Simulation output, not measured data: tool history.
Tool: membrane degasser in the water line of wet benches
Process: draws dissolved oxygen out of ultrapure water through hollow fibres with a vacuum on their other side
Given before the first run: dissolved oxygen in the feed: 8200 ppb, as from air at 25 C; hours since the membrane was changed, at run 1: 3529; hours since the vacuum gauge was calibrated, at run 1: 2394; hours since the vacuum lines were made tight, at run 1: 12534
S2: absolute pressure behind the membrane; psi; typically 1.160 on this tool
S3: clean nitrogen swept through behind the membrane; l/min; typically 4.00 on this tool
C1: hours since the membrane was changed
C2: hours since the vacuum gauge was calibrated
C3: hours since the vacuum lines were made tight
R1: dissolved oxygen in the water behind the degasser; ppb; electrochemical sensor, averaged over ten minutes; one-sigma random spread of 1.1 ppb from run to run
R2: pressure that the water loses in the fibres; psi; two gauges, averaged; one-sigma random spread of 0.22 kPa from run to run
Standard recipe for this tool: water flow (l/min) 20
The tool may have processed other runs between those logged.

Run 1, hour 0.0: usual settings; C1 3529; C2 2394; C3 12534. Result: R1 103.6 ppb, R2 8.206 psi.
Run 2, hour 163.0: usual settings; C1 3692; C2 2557; C3 12697. Result: R1 101.4 ppb, R2 8.163 psi.
Run 3, hour 344.0: usual settings; C1 3873; C2 2738; C3 12878. Result: R1 104.2 ppb, R2 8.193 psi.
Run 4, hour 443.2: usual settings but water flow (l/min) 28; C1 3972; C2 2837; C3 12977. Result: R1 164.8 ppb, R2 11.426 psi.
Run 5, hour 534.0: usual settings but water flow (l/min) 28; C1 4063; C2 2928; C3 13068. Result: R1 164.9 ppb, R2 11.481 psi.
Run 6, hour 706.5: usual settings but water flow (l/min) 28; C1 4235; C2 3101; C3 13241. Result: R1 166.7 ppb, R2 11.404 psi.
Run 7, hour 864.6: usual settings but water flow (l/min) 14, S2 2.218 psi, S3 2.11 l/min; C1 4394; C2 3259; C3 13399. Result: R1 208.4 ppb, R2 5.710 psi.
Run 8, hour 979.0: usual settings but water flow (l/min) 14, S2 2.218 psi, S3 2.11 l/min; C1 4508; C2 3373; C3 13513. Result: R1 209.9 ppb, R2 5.680 psi.

What does the tool deliver on the next run?
Run 9, hour 1120.0: usual settings but water flow (l/min) 14, S2 0.782 psi, S3 10.27 l/min; C1 4649; C2 3514; C3 13654. Result: R1 ?, R2 ?.

Run 9 yielded R1 27.8 ppb, R2 5.680 psi.
Take away the tool's hidden state, keep the run-to-run variation as it was, and the same run would have given R1 27.7 ppb, R2 5.755 psi.

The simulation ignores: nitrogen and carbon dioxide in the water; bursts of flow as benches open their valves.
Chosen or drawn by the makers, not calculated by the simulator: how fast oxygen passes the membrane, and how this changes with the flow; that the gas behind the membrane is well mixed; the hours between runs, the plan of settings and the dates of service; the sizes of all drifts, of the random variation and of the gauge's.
